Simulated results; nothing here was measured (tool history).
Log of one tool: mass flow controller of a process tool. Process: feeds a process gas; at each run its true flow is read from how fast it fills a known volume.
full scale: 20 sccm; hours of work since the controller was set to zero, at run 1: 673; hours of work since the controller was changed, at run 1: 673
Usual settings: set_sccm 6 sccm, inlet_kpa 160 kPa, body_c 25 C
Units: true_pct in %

run	hour	set_sccm	inlet_kpa	body_c	hours of work since the controller was set to zero	hours of work since the controller was changed	true_pct
1	0.0	6	160	25	673	673	98.05
2	103.8	6	160	20	721	721	98.30
3	188.8	6	160	20	760	760	98.37
4	259.7	6	160	20	792	792	98.28
5	341.9	6	160	20	830	830	98.29
6	458.5	6	146	20	883	883	98.33
7	532.5	6	160	25	917	917	98.15
8	650.4	6	160	25	971	971	98.09
9	711.1	6	160	25	999	999	98.02
10	831.5	6	160	25	1054	1054	98.11
11	890.1	6	160	25	1081	1081	98.17
12	942.2	6	160	25	1105	1105	98.28
13	1014.7	6	160	25	1138	1138	98.19
14	1108.0	6	160	25	1180	1180	98.23
15	1201.9	6	196	25	1223	1223	98.37
16	1280.8	6	196	25	1260	1260	98.25
17	1353.3	14	152	30	1293	1293	99.24
18	1411.6	14	152	30	1319	1319	99.34
19	1468.6	5	160	25	1346	1346	98.05
20	1564.4	5	160	25	1389	1389	98.08
21	1664.2	5	160	25	1435	1435	97.99
22	1747.2	8	175	23	1473	1473	98.86
23	1853.3	8	175	23	1522	1522	98.78
24	1958.1	8	175	23	1570	1570	98.88
25	2041.3	8	175	23	1608	1608	98.89
26	2156.9	8	175	23	1661	1661	98.82
27	2242.2	8	175	23	1700	1700	98.82
28	2354.1	16	226	23	1751	1751	100.59
29	2414.9	16	226	23	1779	1779	100.49
30	2536.3	16	226	23	1834	1834	100.49
31	2588.6	16	226	23	1858	1858	100.55

4 ways to go on from here, each from the tool as it stands after run 31. What would each give?
A	2685.9	16	237	23	1903	1903	?
B	2685.9	10	266	25	1903	1903	?
C	2685.9	19	170	31	1903	1903	?
D	2685.9	8	160	23	1903	1903	?

run	true_pct
A	100.62
B	99.76
C	100.25
D	98.97
Without the tool's hidden state the same runs would have given:
run	true_pct
A	99.73
B	99.00
C	99.33
D	98.30

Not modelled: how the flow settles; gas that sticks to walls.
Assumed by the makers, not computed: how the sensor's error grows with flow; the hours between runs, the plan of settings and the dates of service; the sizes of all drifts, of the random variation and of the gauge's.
